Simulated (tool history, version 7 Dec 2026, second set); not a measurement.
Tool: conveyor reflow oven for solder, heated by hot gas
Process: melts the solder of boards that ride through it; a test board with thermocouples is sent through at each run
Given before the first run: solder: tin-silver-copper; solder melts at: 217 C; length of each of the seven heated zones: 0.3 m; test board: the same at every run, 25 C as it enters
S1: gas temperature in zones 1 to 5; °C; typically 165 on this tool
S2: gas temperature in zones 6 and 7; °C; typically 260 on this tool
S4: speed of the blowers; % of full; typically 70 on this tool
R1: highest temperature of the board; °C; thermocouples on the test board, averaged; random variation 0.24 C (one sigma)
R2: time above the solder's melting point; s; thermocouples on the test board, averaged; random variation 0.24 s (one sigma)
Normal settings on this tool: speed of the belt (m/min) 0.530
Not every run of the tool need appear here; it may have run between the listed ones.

Run 1, hour 0.0: usual settings. Result: R1 244.4 °C, R2 42.4 s.
Run 2, hour 21.8: usual settings but S4 56 % of full. Result: R1 241.2 °C, R2 38.8 s.
Run 3, hour 38.5: usual settings but S4 56 % of full. Result: R1 241.4 °C, R2 39.2 s.
At hour 49.7: flux residue cleaned out of gas plates and filters.
Run 4, hour 53.1: usual settings. Result: R1 247.5 °C, R2 45.2 s.
Run 5, hour 69.7: usual settings. Result: R1 247.6 °C, R2 45.7 s.
At hour 75.0: belt drive overhauled, speed set with a stopwatch.
Run 6, hour 84.2: usual settings but S4 76 % of full. Result: R1 248.1 °C, R2 46.2 s.
Run 7, hour 97.1: usual settings but S4 88 % of full. Result: R1 249.7 °C, R2 47.9 s.
Run 8, hour 114.3: usual settings but S4 88 % of full. Result: R1 249.5 °C, R2 48.6 s.
Run 9, hour 135.9: usual settings but S4 88 % of full. Result: R1 249.7 °C, R2 48.2 s.
Run 10, hour 156.4: usual settings but speed of the belt (m/min) 0.445, S4 88 % of full. Result: R1 254.6 °C, R2 62.0 s.
Run 11, hour 179.8: usual settings but speed of the belt (m/min) 0.445, S4 88 % of full. Result: R1 254.0 °C, R2 62.2 s.
At hour 184.9: belt drive overhauled, speed set with a stopwatch, once more.
Run 12, hour 204.7: usual settings but S2 264 °C, speed of the belt (m/min) 0.503. Result: R1 251.6 °C, R2 50.2 s.

3 options for the next run, each taken on its own from the tool as it stands now. Forecast them:
Run A, hour 219.3: usual settings but S1 169 °C, S2 264 °C, speed of the belt (m/min) 0.482, S4 64 % of full. Result: R1 ?, R2 ?.
Run B, hour 219.3: usual settings but speed of the belt (m/min) 0.586. Result: R1 ?, R2 ?.
Run C, hour 219.3: usual settings but speed of the belt (m/min) 0.638, S4 72 % of full. Result: R1 ?, R2 ?.

run     R1    R2
  A  252.8  54.5
  B  242.7  36.9
  C  239.7  30.2
What these runs would have given with no unlogged condition in the tool:
run     R1    R2
  A  250.7  53.2
  B  241.0  35.8
  C  238.3  29.3
